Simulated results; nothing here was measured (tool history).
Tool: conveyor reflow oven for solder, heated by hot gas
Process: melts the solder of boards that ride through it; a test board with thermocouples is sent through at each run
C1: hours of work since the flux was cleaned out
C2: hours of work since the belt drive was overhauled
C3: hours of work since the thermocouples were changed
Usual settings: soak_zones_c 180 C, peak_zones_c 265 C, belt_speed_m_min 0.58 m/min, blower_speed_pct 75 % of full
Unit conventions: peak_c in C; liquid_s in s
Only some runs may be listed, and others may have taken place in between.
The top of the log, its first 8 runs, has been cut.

{"run": 9, "hour": 90.7, "soak_zones_c": 180, "peak_zones_c": 265, "belt_speed_m_min": 0.58, "blower_speed_pct": 75, "C1": 201, "C2": 445, "C3": 110, "peak_c": 254, "liquid_s": 67}
{"run": 10, "hour": 97.8, "soak_zones_c": 180, "peak_zones_c": 265, "belt_speed_m_min": 0.58, "blower_speed_pct": 63, "C1": 205, "C2": 449, "C3": 114, "peak_c": 251.9, "liquid_s": 64.9}
{"run": 11, "hour": 106.7, "soak_zones_c": 169, "peak_zones_c": 265, "belt_speed_m_min": 0.58, "blower_speed_pct": 75, "C1": 210, "C2": 454, "C3": 119, "peak_c": 252.4, "liquid_s": 61.8}
{"run": 12, "hour": 120.1, "soak_zones_c": 180, "peak_zones_c": 258, "belt_speed_m_min": 0.58, "blower_speed_pct": 75, "C1": 218, "C2": 461, "C3": 126, "peak_c": 247.7, "liquid_s": 62.7}
{"run": 13, "hour": 128.7, "soak_zones_c": 180, "peak_zones_c": 258, "belt_speed_m_min": 0.58, "blower_speed_pct": 75, "C1": 222, "C2": 466, "C3": 131, "peak_c": 247.1, "liquid_s": 62.6}
{"run": 14, "hour": 136.7, "soak_zones_c": 180, "peak_zones_c": 258, "belt_speed_m_min": 0.58, "blower_speed_pct": 75, "C1": 227, "C2": 470, "C3": 135, "peak_c": 247.7, "liquid_s": 62.6}
{"run": 15, "hour": 146.5, "soak_zones_c": 180, "peak_zones_c": 265, "belt_speed_m_min": 0.58, "blower_speed_pct": 75, "C1": 232, "C2": 476, "C3": 140, "peak_c": 253.5, "liquid_s": 67.1}
{"run": 16, "hour": 163.3, "soak_zones_c": 183, "peak_zones_c": 280, "belt_speed_m_min": 0.58, "blower_speed_pct": 75, "C1": 241, "C2": 485, "C3": 150, "peak_c": 267.7, "liquid_s": 75.6}
{"run": 17, "hour": 172.2, "soak_zones_c": 177, "peak_zones_c": 257, "belt_speed_m_min": 0.577, "blower_speed_pct": 75, "C1": 246, "C2": 490, "C3": 155, "peak_c": 246.5, "liquid_s": 60.8}
{"run": 18, "hour": 186.4, "soak_zones_c": 174, "peak_zones_c": 270, "belt_speed_m_min": 0.572, "blower_speed_pct": 52, "C1": 254, "C2": 498, "C3": 162, "peak_c": 252.4, "liquid_s": 63}
{"run": 19, "hour": 202.7, "soak_zones_c": 170, "peak_zones_c": 265, "belt_speed_m_min": 0.58, "blower_speed_pct": 75, "C1": 263, "C2": 507, "C3": 171, "peak_c": 252.3, "liquid_s": 62.2}
{"run": 20, "hour": 218.8, "soak_zones_c": 170, "peak_zones_c": 265, "belt_speed_m_min": 0.58, "blower_speed_pct": 85, "C1": 272, "C2": 516, "C3": 180, "peak_c": 254.2, "liquid_s": 63.7}
{"run": 21, "hour": 232.1, "soak_zones_c": 189, "peak_zones_c": 254, "belt_speed_m_min": 0.58, "blower_speed_pct": 85, "C1": 279, "C2": 523, "C3": 187, "peak_c": 246.2, "liquid_s": 66.9}
{"run": 22, "hour": 246.7, "soak_zones_c": 189, "peak_zones_c": 254, "belt_speed_m_min": 0.58, "blower_speed_pct": 85, "C1": 287, "C2": 531, "C3": 196, "peak_c": 246.1, "liquid_s": 66.6}
{"run": 23, "hour": 255.6, "soak_zones_c": 174, "peak_zones_c": 255, "belt_speed_m_min": 0.603, "blower_speed_pct": 56, "C1": 292, "C2": 536, "C3": 200, "peak_c": 238.7, "liquid_s": 47.2}
{"run": 24, "hour": 269.0, "soak_zones_c": 180, "peak_zones_c": 261, "belt_speed_m_min": 0.501, "blower_speed_pct": 75, "C1": 299, "C2": 543, "C3": 208, "peak_c": 252.7, "liquid_s": 78.4}
{"run": 25, "hour": 284.0, "soak_zones_c": 182, "peak_zones_c": 262, "belt_speed_m_min": 0.495, "blower_speed_pct": 59, "C1": 308, "C2": 551, "C3": 216, "peak_c": 252.3, "liquid_s": 78.9}

The next listed run, before its measurement:
{"run": 26, "hour": 295.1, "soak_zones_c": 182, "peak_zones_c": 262, "belt_speed_m_min": 0.495, "blower_speed_pct": 59, "C1": 314, "C2": 557, "C3": 222, "peak_c": "?", "liquid_s": "?"}

{"run 26": {"peak_c": 251.8, "liquid_s": 78.9}}
If the tool had no hidden condition, the same run with the same run-to-run variation would have returned peak_c 252.5 C, liquid_s 78.8 s.
